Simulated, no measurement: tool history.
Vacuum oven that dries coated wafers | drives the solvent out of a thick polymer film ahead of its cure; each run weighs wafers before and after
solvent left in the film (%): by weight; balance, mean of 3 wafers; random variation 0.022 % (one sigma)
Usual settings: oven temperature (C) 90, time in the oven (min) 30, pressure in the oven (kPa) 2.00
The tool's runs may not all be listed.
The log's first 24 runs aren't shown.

| run | hour | oven temperature (C) | time in the oven (min) | pressure in the oven (kPa) | hours of work since the thermocouples were calibrated | hours of work since the vacuum gauge was cleaned of residue | solvent left in the film (%) |
|---|---|---|---|---|---|---|---|
| 25 | 1186.9 | 85 | 53 | 4.86 | 142 | 136 | 3.17 |
| 26 | 1214.4 | 85 | 53 | 4.86 | 155 | 149 | 3.17 |
| 27 | 1257.5 | 85 | 53 | 1.36 | 176 | 169 | 2.39 |
| 28 | 1308.0 | 85 | 22 | 1.36 | 200 | 193 | 7.80 |
| 29 | 1359.7 | 90 | 29 | 1.82 | 224 | 217 | 4.59 |
| 30 | 1416.7 | 77 | 35 | 1.04 | 251 | 244 | 7.00 |
| 31 | 1457.9 | 77 | 35 | 1.04 | 270 | 264 | 6.99 |
| 32 | 1512.8 | 96 | 30 | 6.14 | 296 | 289 | 3.62 |
| 33 | 1569.3 | 77 | 31 | 2.69 | 323 | 316 | 8.21 |
| 34 | 1631.3 | 102 | 24 | 7.02 | 352 | 345 | 3.53 |
| 35 | 1659.7 | 90 | 37 | 2.14 | 366 | 359 | 3.28 |
| 36 | 1708.8 | 86 | 26 | 3.40 | 389 | 382 | 6.76 |
| 37 | 1762.5 | 98 | 46 | 4.09 | 414 | 407 | 1.41 |
| 38 | 1812.6 | 98 | 53 | 5.49 | 438 | 431 | 1.32 |
| 39 | 1857.1 | 81 | 27 | 2.00 | 459 | 452 | 7.78 |
| 40 | 1886.1 | 81 | 27 | 2.00 | 473 | 466 | 7.78 |
| 41 | 1938.7 | 81 | 27 | 2.00 | 498 | 491 | 7.70 |
| 42 | 2000.4 | 94 | 45 | 1.05 | 527 | 520 | 1.54 |
| 43 | 2056.1 | 84 | 29 | 7.35 | 553 | 546 | 7.43 |
| 44 | 2089.2 | 84 | 29 | 7.35 | 569 | 562 | 7.47 |
| 45 | 2154.5 | 84 | 29 | 7.35 | 599 | 593 | 7.46 |
| 46 | 2184.4 | 90 | 30 | 2.00 | 614 | 607 | 4.54 |
| 47 | 2240.7 | 86 | 30 | 2.00 | 640 | 633 | 5.65 |

Forecast each of these 4 alternatives for the next run:
| A | 2268.8 | 81 | 31 | 2.59 | 653 | 647 | ? |
| B | 2268.8 | 92 | 30 | 1.53 | 653 | 647 | ? |
| C | 2268.8 | 103 | 35 | 1.20 | 653 | 647 | ? |
| D | 2268.8 | 105 | 42 | 4.87 | 653 | 647 | ? |

| run | solvent left in the film (%) |
|---|---|
| A | 7.00 |
| B | 3.99 |
| C | 1.23 |
| D | 1.05 |
Without the tool's hidden state the same runs would have given:
| run | solvent left in the film (%) |
|---|---|
| A | 6.82 |
| B | 3.85 |
| C | 1.15 |
| D | 1.00 |
